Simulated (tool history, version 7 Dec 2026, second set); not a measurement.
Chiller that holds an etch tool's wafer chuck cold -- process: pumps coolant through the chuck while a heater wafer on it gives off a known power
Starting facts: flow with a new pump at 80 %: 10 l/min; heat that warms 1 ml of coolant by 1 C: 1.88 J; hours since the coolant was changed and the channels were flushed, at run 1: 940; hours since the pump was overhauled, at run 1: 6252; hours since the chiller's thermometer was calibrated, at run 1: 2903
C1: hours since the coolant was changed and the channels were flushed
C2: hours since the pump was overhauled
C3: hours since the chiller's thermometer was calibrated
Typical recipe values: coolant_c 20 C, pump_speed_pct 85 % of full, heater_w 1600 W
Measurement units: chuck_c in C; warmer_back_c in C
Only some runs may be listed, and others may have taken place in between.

Run 1, hour 0.0: usual settings; C1 940; C2 6252; C3 2903. Result: chuck_c 36.3 C, warmer_back_c 5.44 C.
Run 2, hour 163.0: usual settings but coolant_c 21 C; C1 1103; C2 6415; C3 3066. Result: chuck_c 37.6 C, warmer_back_c 5.51 C.
Run 3, hour 263.0: usual settings but heater_w 1873 W; C1 1203; C2 6515; C3 3166. Result: chuck_c 39.7 C, warmer_back_c 6.44 C.
Run 4, hour 419.1: usual settings; C1 1359; C2 6671; C3 3322. Result: chuck_c 36.6 C, warmer_back_c 5.56 C.
Run 5, hour 503.9: usual settings; C1 1444; C2 6756; C3 3407. Result: chuck_c 36.7 C, warmer_back_c 5.59 C.
Run 6, hour 650.3: usual settings; C1 1590; C2 6902; C3 3553. Result: chuck_c 36.9 C, warmer_back_c 5.58 C.
Run 7, hour 771.0: usual settings but coolant_c 23 C; C1 1711; C2 7023; C3 3674. Result: chuck_c 40.1 C, warmer_back_c 5.55 C.
Run 8, hour 903.1: usual settings but heater_w 1817 W; C1 1843; C2 7155; C3 3806. Result: chuck_c 39.4 C, warmer_back_c 6.38 C.
Run 9, hour 986.1: usual settings but heater_w 1817 W; C1 1926; C2 7238; C3 3889. Result: chuck_c 39.4 C, warmer_back_c 6.42 C.
Run 10, hour 1066.9: usual settings but pump_speed_pct 95 % of full; C1 2007; C2 7319; C3 3970. Result: chuck_c 35.7 C, warmer_back_c 5.03 C.
Run 11, hour 1166.0: usual settings but pump_speed_pct 95 % of full; C1 2106; C2 7418; C3 4069. Result: chuck_c 35.5 C, warmer_back_c 5.07 C.
Run 12, hour 1309.9: usual settings but pump_speed_pct 95 % of full; C1 2250; C2 7562; C3 4213. Result: chuck_c 35.9 C, warmer_back_c 5.16 C.
Run 13, hour 1428.3: usual settings but pump_speed_pct 95 % of full; C1 2368; C2 7680; C3 4331. Result: chuck_c 35.7 C, warmer_back_c 5.10 C.
Run 14, hour 1503.1: usual settings but coolant_c 15 C; C1 2443; C2 7755; C3 4406. Result: chuck_c 32.4 C, warmer_back_c 5.74 C.
Run 15, hour 1583.9: usual settings but coolant_c 28 C, heater_w 1842 W; C1 2524; C2 7836; C3 4487. Result: chuck_c 48.3 C, warmer_back_c 6.59 C.
Run 16, hour 1738.0: usual settings but coolant_c 21 C; C1 2678; C2 7990; C3 4641. Result: chuck_c 38.7 C, warmer_back_c 5.72 C.
Run 17, hour 1852.7: usual settings but coolant_c 12 C, pump_speed_pct 100 % of full, heater_w 1300 W; C1 2792; C2 8105; C3 4755. Result: chuck_c 24.4 C, warmer_back_c 4.01 C.
Run 18, hour 1983.2: usual settings but coolant_c 12 C, pump_speed_pct 100 % of full, heater_w 1300 W; C1 2923; C2 8235; C3 4886. Result: chuck_c 24.3 C, warmer_back_c 4.00 C.
Run 19, hour 2128.6: usual settings but coolant_c 12 C, pump_speed_pct 86 % of full, heater_w 1300 W; C1 3068; C2 8381; C3 5031. Result: chuck_c 26.3 C, warmer_back_c 4.69 C.
Run 20, hour 2204.1: usual settings but coolant_c 12 C, pump_speed_pct 86 % of full, heater_w 1300 W; C1 3144; C2 8456; C3 5107. Result: chuck_c 26.4 C, warmer_back_c 4.66 C.
Run 21, hour 2363.5: usual settings but coolant_c 29 C, pump_speed_pct 62 % of full, heater_w 880 W; C1 3303; C2 8616; C3 5266. Result: chuck_c 41.9 C, warmer_back_c 4.31 C.
At hour 2408.2: coolant pump overhauled.
Run 22, hour 2538.0: usual settings but coolant_c 26 C, pump_speed_pct 99 % of full, heater_w 2334 W; C1 3473; C2 130; C3 5436. Result: chuck_c 45.5 C, warmer_back_c 6.07 C.
Run 23, hour 2611.7: usual settings but coolant_c 21 C, pump_speed_pct 86 % of full, heater_w 1123 W; C1 3546; C2 204; C3 5509. Result: chuck_c 31.3 C, warmer_back_c 3.37 C.
Run 24, hour 2782.8: usual settings but coolant_c 14 C, pump_speed_pct 77 % of full, heater_w 1243 W; C1 3718; C2 375; C3 5681. Result: chuck_c 26.9 C, warmer_back_c 4.18 C.
Run 25, hour 2953.8: usual settings but pump_speed_pct 78 % of full, heater_w 2222 W; C1 3888; C2 546; C3 5852. Result: chuck_c 43.4 C, warmer_back_c 7.26 C.
At hour 2984.3: chiller's thermometer calibrated.
Run 26, hour 3031.4: usual settings but pump_speed_pct 78 % of full, heater_w 2222 W; C1 3965; C2 622; C3 47. Result: chuck_c 44.0 C, warmer_back_c 7.28 C.

Forecast each of these 4 alternatives for the next run:
Run A, hour 3145.6: usual settings but pump_speed_pct 80 % of full, heater_w 2222 W; C1 4079; C2 736; C3 161. Result: chuck_c ?, warmer_back_c ?.
Run B, hour 3145.6: usual settings but pump_speed_pct 100 % of full, heater_w 1310 W; C1 4079; C2 736; C3 161. Result: chuck_c ?, warmer_back_c ?.
Run C, hour 3145.6: usual settings but coolant_c 12 C, pump_speed_pct 78 % of full, heater_w 2222 W; C1 4079; C2 736; C3 161. Result: chuck_c ?, warmer_back_c ?.
Run D, hour 3145.6: usual settings but coolant_c 11 C, pump_speed_pct 65 % of full, heater_w 882 W; C1 4079; C2 736; C3 161. Result: chuck_c ?, warmer_back_c ?.

run  chuck_c  warmer_back_c
  A     43.6           7.19
  B     31.3           3.44
  C     36.0           7.38
  D     22.3           3.48
Without the tool's hidden state the same runs would have given:
run  chuck_c  warmer_back_c
  A     41.3           7.12
  B     30.2           3.40
  C     33.7           7.31
  D     21.2           3.44
